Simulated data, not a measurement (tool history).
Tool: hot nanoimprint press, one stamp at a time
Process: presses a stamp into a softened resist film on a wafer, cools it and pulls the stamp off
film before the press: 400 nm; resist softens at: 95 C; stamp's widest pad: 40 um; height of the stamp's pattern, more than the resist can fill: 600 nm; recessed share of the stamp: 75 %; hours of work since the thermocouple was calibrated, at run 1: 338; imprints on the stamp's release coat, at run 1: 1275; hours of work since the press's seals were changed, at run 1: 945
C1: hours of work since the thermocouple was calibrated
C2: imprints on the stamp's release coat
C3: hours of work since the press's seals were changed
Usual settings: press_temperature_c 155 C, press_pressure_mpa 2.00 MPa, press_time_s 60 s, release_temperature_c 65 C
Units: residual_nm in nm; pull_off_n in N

Run 1, day 0.000: usual settings; C1 338; C2 1275; C3 945. Result: residual_nm 205.7 nm, pull_off_n 209 N.
At day 2.104: plate thermocouple calibrated.
At day 2.608: stamp cleaned and given a new release coat.
At day 2.942: press's hydraulic seals changed and the load cell set to zero.
Run 2, day 3.333: usual settings but press_temperature_c 165 C; C1 10; C2 22; C3 6. Result: residual_nm 123.1 nm, pull_off_n 148 N.
Run 3, day 5.708: usual settings but press_temperature_c 165 C; C1 46; C2 158; C3 42. Result: residual_nm 122.8 nm, pull_off_n 151 N.
Run 4, day 7.642: usual settings but press_temperature_c 165 C; C1 75; C2 269; C3 71. Result: residual_nm 122.3 nm, pull_off_n 154 N.
Run 5, day 10.200: usual settings but press_temperature_c 165 C; C1 114; C2 416; C3 110. Result: residual_nm 121.3 nm, pull_off_n 164 N.
Run 6, day 13.196: usual settings but press_temperature_c 165 C; C1 160; C2 587; C3 156. Result: residual_nm 121.8 nm, pull_off_n 173 N.
At day 13.746: plate thermocouple calibrated, once more.
Run 7, day 16.342: usual settings but press_time_s 71 s; C1 39; C2 760; C3 202. Result: residual_nm 199.4 nm, pull_off_n 186 N.
Run 8, day 19.750: usual settings but press_time_s 71 s; C1 91; C2 956; C3 254. Result: residual_nm 199.3 nm, pull_off_n 201 N.
Run 9, day 21.217: usual settings but press_temperature_c 157 C; C1 114; C2 1040; C3 276. Result: residual_nm 190.8 nm, pull_off_n 200 N.
Run 10, day 22.879: usual settings but release_temperature_c 55 C; C1 139; C2 1135; C3 301. Result: residual_nm 208.2 nm, pull_off_n 248 N.
Run 11, day 24.696: usual settings but release_temperature_c 55 C; C1 167; C2 1239; C3 329. Result: residual_nm 208.1 nm, pull_off_n 259 N.
Run 12, day 26.208: usual settings; C1 190; C2 1326; C3 352. Result: residual_nm 208.3 nm, pull_off_n 221 N.
At day 27.692: stamp cleaned and given a new release coat.
Run 13, day 29.142: usual settings; C1 230; C2 83; C3 393. Result: residual_nm 205.8 nm, pull_off_n 148 N.
Run 14, day 32.154: usual settings; C1 276; C2 256; C3 439. Result: residual_nm 203.8 nm, pull_off_n 158 N.
Run 15, day 35.229: usual settings but press_temperature_c 165 C; C1 323; C2 432; C3 486. Result: residual_nm 129.9 nm, pull_off_n 166 N.
Run 16, day 37.325: usual settings but press_temperature_c 165 C, press_pressure_mpa 2.04 MPa, release_temperature_c 62 C; C1 355; C2 552; C3 517. Result: residual_nm 128.4 nm, pull_off_n 180 N.
At day 38.646: plate thermocouple calibrated.
Run 17, day 39.017: usual settings but press_temperature_c 165 C, press_pressure_mpa 2.04 MPa, release_temperature_c 62 C; C1 6; C2 642; C3 541. Result: residual_nm 135.1 nm, pull_off_n 198 N.
Run 18, day 41.017: usual settings but press_temperature_c 147 C, press_pressure_mpa 3.16 MPa, press_time_s 45 s, release_temperature_c 56 C; C1 36; C2 757; C3 572. Result: residual_nm 277.2 nm, pull_off_n 224 N.
Run 19, day 43.171: usual settings but press_pressure_mpa 1.95 MPa; C1 69; C2 880; C3 604. Result: residual_nm 213.7 nm, pull_off_n 202 N.
Run 20, day 46.388: usual settings but press_temperature_c 152 C, press_pressure_mpa 1.95 MPa, press_time_s 43 s, release_temperature_c 69 C; C1 118; C2 1064; C3 653. Result: residual_nm 265.9 nm, pull_off_n 195 N.
Run 21, day 48.054: usual settings but press_temperature_c 147 C, press_pressure_mpa 3.06 MPa, press_time_s 64 s; C1 143; C2 1160; C3 679. Result: residual_nm 251.0 nm, pull_off_n 210 N.
Run 22, day 50.725: usual settings but press_temperature_c 147 C, press_pressure_mpa 3.06 MPa, press_time_s 64 s; C1 184; C2 1313; C3 719. Result: residual_nm 249.9 nm, pull_off_n 218 N.
At day 52.504: stamp cleaned and given a new release coat.
Run 23, day 54.267: usual settings but press_pressure_mpa 1.37 MPa; C1 234; C2 101; C3 769. Result: residual_nm 235.8 nm, pull_off_n 152 N.
Run 24, day 56.092: usual settings but press_temperature_c 148 C, release_temperature_c 62 C; C1 262; C2 206; C3 797. Result: residual_nm 274.1 nm, pull_off_n 165 N.
Run 25, day 58.667: usual settings but press_pressure_mpa 1.22 MPa, press_time_s 74 s, release_temperature_c 57 C; C1 301; C2 354; C3 836. Result: residual_nm 227.2 nm, pull_off_n 192 N.
Run 26, day 61.008: usual settings but press_pressure_mpa 1.22 MPa, press_time_s 74 s, release_temperature_c 57 C; C1 336; C2 488; C3 872. Result: residual_nm 228.9 nm, pull_off_n 198 N.
At day 63.471: plate thermocouple calibrated.
Run 27, day 63.875: usual settings but press_pressure_mpa 1.22 MPa, press_time_s 74 s, release_temperature_c 57 C; C1 6; C2 645; C3 914. Result: residual_nm 240.8 nm, pull_off_n 210 N.
Run 28, day 66.950: usual settings but press_pressure_mpa 1.22 MPa, press_time_s 74 s, release_temperature_c 57 C; C1 53; C2 821; C3 960. Result: residual_nm 239.4 nm, pull_off_n 219 N.
At day 68.546: press's hydraulic seals changed and the load cell set to zero.
Run 29, day 70.579: usual settings but press_temperature_c 167 C, press_pressure_mpa 2.67 MPa, press_time_s 74 s, release_temperature_c 57 C; C1 103; C2 1010; C3 31. Result: residual_nm 95.1 nm, pull_off_n 238 N.

3 ways to go on from here, each from the tool as it stands after run 29. What would each give?
Run A, day 72.088: usual settings but press_temperature_c 167 C, press_time_s 116 s, release_temperature_c 64 C; C1 126; C2 1096; C3 54. Result: residual_nm ?, pull_off_n ?.
Run B, day 72.088: usual settings but press_temperature_c 167 C, press_pressure_mpa 2.67 MPa, press_time_s 48 s, release_temperature_c 57 C; C1 126; C2 1096; C3 54. Result: residual_nm ?, pull_off_n ?.
Run C, day 72.088: usual settings but press_temperature_c 153 C, press_time_s 40 s, release_temperature_c 53 C; C1 126; C2 1096; C3 54. Result: residual_nm ?, pull_off_n ?.

run  residual_nm  pull_off_n
  A         89.8         209
  B        114.9         236
  C        256.5         246
Without the tool's hidden state the same runs would have given:
run  residual_nm  pull_off_n
  A         91.4         147
  B        116.9         166
  C        260.1         173
